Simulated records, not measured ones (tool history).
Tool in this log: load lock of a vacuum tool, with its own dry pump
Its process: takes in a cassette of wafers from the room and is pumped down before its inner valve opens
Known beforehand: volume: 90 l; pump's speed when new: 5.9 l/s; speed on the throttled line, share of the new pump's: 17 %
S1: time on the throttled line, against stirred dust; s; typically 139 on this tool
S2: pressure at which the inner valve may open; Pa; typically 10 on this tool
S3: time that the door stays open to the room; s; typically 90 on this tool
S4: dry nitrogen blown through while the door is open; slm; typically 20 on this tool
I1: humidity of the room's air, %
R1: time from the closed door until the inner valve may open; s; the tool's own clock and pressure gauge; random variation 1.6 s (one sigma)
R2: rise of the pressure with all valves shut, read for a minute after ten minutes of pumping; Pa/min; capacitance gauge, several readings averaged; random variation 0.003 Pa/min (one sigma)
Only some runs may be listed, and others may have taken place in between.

run	day	S1	S2	S3	S4	I1	R1	R2
1	0.000	139	10	90	20	45.5	257.2	0.043
2	12.962	139	16	90	20	43.4	250.3	0.044
3	26.792	139	16	90	20	45.9	249.8	0.050
4	41.958	154	16	90	20	42.9	261.8	0.044
5	60.833	154	16	90	20	44.6	263.0	0.047
# day 66.196: dry pump taken out, an overhauled one fitted
6	78.142	154	16	90	20	45.0	262.8	0.049
7	93.083	154	16	90	20	44.8	263.2	0.049
8	101.938	154	20	90	20	46.6	257.6	0.048
9	110.092	154	20	90	20	43.7	259.2	0.044
10	126.350	154	20	90	20	44.0	260.3	0.049
11	144.329	154	20	90	20	42.3	262.2	0.043
12	153.400	139	10	60	20	43.1	257.1	0.033
13	171.604	139	10	60	20	45.6	257.2	0.034
14	189.796	139	10	90	20	46.4	260.8	0.045
15	200.917	139	10	90	20	43.7	256.6	0.046
16	211.879	139	10	90	20	47.0	257.3	0.047
17	229.342	139	10	90	20	45.0	254.1	0.049
18	238.938	139	10	90	20	46.8	258.0	0.050
19	258.208	193	10	151	20	43.2	304.0	0.069
20	266.967	245	10	35	9	44.5	346.7	0.031
21	277.967	231	12	71	9	45.1	334.7	0.048
22	294.567	139	11	45	5	47.8	256.7	0.039
23	306.158	139	15	126	11	46.2	250.9	0.073
24	316.358	129	8	126	28	49.0	255.3	0.055
25	332.192	139	11	90	20	44.3	256.9	0.048
26	349.775	139	12	83	20	42.1	253.4	0.040
27	368.100	139	12	83	20	41.5	256.6	0.041
28	376.317	213	14	91	24	47.8	314.3	0.045
# day 387.562: door's seal changed, seat wiped
29	387.562	213	14	91	24	44.9	310.8	0.048
30	397.325	169	7	91	24	43.1	289.5	0.039
31	412.312	169	7	91	24	41.2	289.5	0.042
32	425.354	206	10	90	7	45.6	316.1	0.065
33	437.438	189	8	30	29	41.0	302.4	0.017

Below are 5 alternative next runs, each starting from the tool's condition after run 33. Predict each:
# day 443.942: dry pump taken out, an overhauled one fitted
A	445.938	82	20	28	20	45.4	?	?
# day 443.942: dry pump taken out, an overhauled one fitted
B	445.938	189	8	29	29	46.4	?	?
# day 443.942: dry pump taken out, an overhauled one fitted
C	445.938	139	10	90	40	42.1	?	?
# day 443.942: dry pump taken out, an overhauled one fitted
D	445.938	153	8	77	29	43.1	?	?
# day 443.942: dry pump taken out, an overhauled one fitted
E	445.938	189	8	212	29	42.5	?	?

run	R1	R2
A	199.8	0.019
B	302.1	0.021
C	256.9	0.036
D	275.1	0.030
E	302.0	0.076
What these runs would have given with no unlogged condition in the tool:
run	R1	R2
A	199.8	0.019
B	302.1	0.021
C	256.9	0.036
D	275.1	0.029
E	302.0	0.075
